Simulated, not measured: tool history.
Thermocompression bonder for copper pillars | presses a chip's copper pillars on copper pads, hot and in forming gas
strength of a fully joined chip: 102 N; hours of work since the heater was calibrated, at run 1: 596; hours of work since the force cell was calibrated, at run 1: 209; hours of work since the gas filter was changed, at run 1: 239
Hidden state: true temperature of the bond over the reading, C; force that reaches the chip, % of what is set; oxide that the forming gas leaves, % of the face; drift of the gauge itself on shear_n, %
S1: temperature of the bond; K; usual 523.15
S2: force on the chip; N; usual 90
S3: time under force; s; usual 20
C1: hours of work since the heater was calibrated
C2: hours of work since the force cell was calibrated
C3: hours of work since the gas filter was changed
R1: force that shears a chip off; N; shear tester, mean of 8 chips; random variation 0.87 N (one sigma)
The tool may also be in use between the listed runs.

run 1 hour=0.0 | S1=523.15 S2=90 S3=20 | C1=596 C2=209 C3=239 | R1=76.6
run 2 hour=44.4 | S1=523.15 S2=90 S3=57 | C1=618 C2=230 C3=260 | R1=89.7
run 3 hour=96.8 | S1=523.15 S2=90 S3=12 | C1=643 C2=256 C3=286 | R1=66.4
run 4 hour=122.2 | S1=523.15 S2=123 S3=20 | C1=655 C2=268 C3=298 | R1=85.2
run 5 hour=159.8 | S1=523.15 S2=123 S3=20 | C1=674 C2=286 C3=316 | R1=83.8
run 6 hour=208.4 | S1=523.15 S2=123 S3=20 | C1=697 C2=310 C3=340 | R1=83.2
run 7 hour=234.6 | S1=523.15 S2=123 S3=20 | C1=710 C2=323 C3=353 | R1=84.4
-- hour=242.8 forming gas filter changed
run 8 hour=258.4 | S1=523.15 S2=80 S3=20 | C1=721 C2=334 C3=8 | R1=74.2
run 9 hour=306.7 | S1=523.15 S2=90 S3=20 | C1=745 C2=358 C3=31 | R1=78.1
run 10 hour=352.1 | S1=523.15 S2=90 S3=20 | C1=767 C2=380 C3=53 | R1=79.2
run 11 hour=384.3 | S1=523.15 S2=90 S3=20 | C1=782 C2=395 C3=69 | R1=79.1
run 12 hour=435.7 | S1=523.15 S2=90 S3=20 | C1=807 C2=420 C3=94 | R1=76.6
run 13 hour=458.5 | S1=523.15 S2=90 S3=20 | C1=818 C2=431 C3=105 | R1=78.5
run 14 hour=483.6 | S1=523.15 S2=90 S3=20 | C1=831 C2=443 C3=117 | R1=78.0
run 15 hour=506.3 | S1=523.15 S2=90 S3=24 | C1=842 C2=454 C3=128 | R1=82.3
run 16 hour=535.0 | S1=523.15 S2=90 S3=24 | C1=855 C2=468 C3=142 | R1=82.2
run 17 hour=590.1 | S1=523.15 S2=90 S3=24 | C1=882 C2=495 C3=169 | R1=82.3
-- hour=598.2 heater calibrated with a thermocouple chip
run 18 hour=632.2 | S1=551.15 S2=90 S3=20 | C1=16 C2=515 C3=188 | R1=86.3
run 19 hour=672.2 | S1=539.15 S2=90 S3=20 | C1=36 C2=534 C3=207 | R1=79.5
run 20 hour=724.4 | S1=539.15 S2=90 S3=20 | C1=61 C2=559 C3=233 | R1=80.2
run 21 hour=774.4 | S1=520.15 S2=67 S3=16 | C1=86 C2=584 C3=257 | R1=54.5
run 22 hour=808.8 | S1=518.15 S2=126 S3=20 | C1=102 C2=600 C3=274 | R1=74.9
run 23 hour=839.9 | S1=518.15 S2=126 S3=20 | C1=117 C2=615 C3=289 | R1=76.9
run 24 hour=869.5 | S1=518.15 S2=126 S3=20 | C1=132 C2=630 C3=303 | R1=75.1
run 25 hour=900.3 | S1=519.15 S2=81 S3=10 | C1=147 C2=645 C3=318 | R1=52.0
run 26 hour=927.1 | S1=519.15 S2=81 S3=10 | C1=160 C2=658 C3=331 | R1=53.0
run 27 hour=961.2 | S1=526.15 S2=101 S3=29 | C1=176 C2=674 C3=348 | R1=82.3
-- hour=981.5 forming gas filter changed
run 28 hour=991.0 | S1=526.15 S2=101 S3=29 | C1=190 C2=689 C3=5 | R1=83.9
run 29 hour=1023.3 | S1=526.15 S2=101 S3=29 | C1=206 C2=704 C3=20 | R1=84.6
run 30 hour=1049.4 | S1=498.15 S2=65 S3=12 | C1=219 C2=717 C3=33 | R1=34.9
run 31 hour=1076.3 | S1=498.15 S2=65 S3=12 | C1=232 C2=730 C3=46 | R1=35.8
run 32 hour=1106.4 | S1=493.15 S2=66 S3=12 | C1=246 C2=745 C3=61 | R1=31.0
run 33 hour=1134.1 | S1=496.15 S2=71 S3=20 | C1=260 C2=758 C3=74 | R1=44.5
run 34 hour=1159.6 | S1=529.15 S2=90 S3=42 | C1=272 C2=770 C3=86 | R1=87.9
run 35 hour=1184.2 | S1=529.15 S2=81 S3=26 | C1=284 C2=782 C3=98 | R1=78.3
run 36 hour=1227.9 | S1=548.15 S2=123 S3=45 | C1=305 C2=804 C3=120 | R1=99.6
run 37 hour=1261.9 | S1=548.15 S2=123 S3=45 | C1=322 C2=820 C3=136 | R1=99.1
run 38 hour=1306.6 | S1=548.15 S2=123 S3=45 | C1=344 C2=842 C3=158 | R1=98.7
run 39 hour=1356.1 | S1=523.15 S2=90 S3=36 | C1=368 C2=866 C3=182 | R1=84.0
run 40 hour=1390.5 | S1=523.15 S2=90 S3=36 | C1=384 C2=882 C3=199 | R1=82.6

3 ways to go on from here, each from the tool as it stands after run 40. What would each give?
run A hour=1434.2 | S1=507.15 S2=60 S3=11 | C1=406 C2=904 C3=220 | R1=?
run B hour=1434.2 | S1=506.15 S2=82 S3=36 | C1=406 C2=904 C3=220 | R1=?
run C hour=1434.2 | S1=548.15 S2=56 S3=30 | C1=406 C2=904 C3=220 | R1=?

run=A R1=38.7
run=B R1=67.8
run=C R1=82.7
Without the tool's hidden state the same runs would have given:
run=A R1=36.9
run=B R1=65.9
run=C R1=82.1
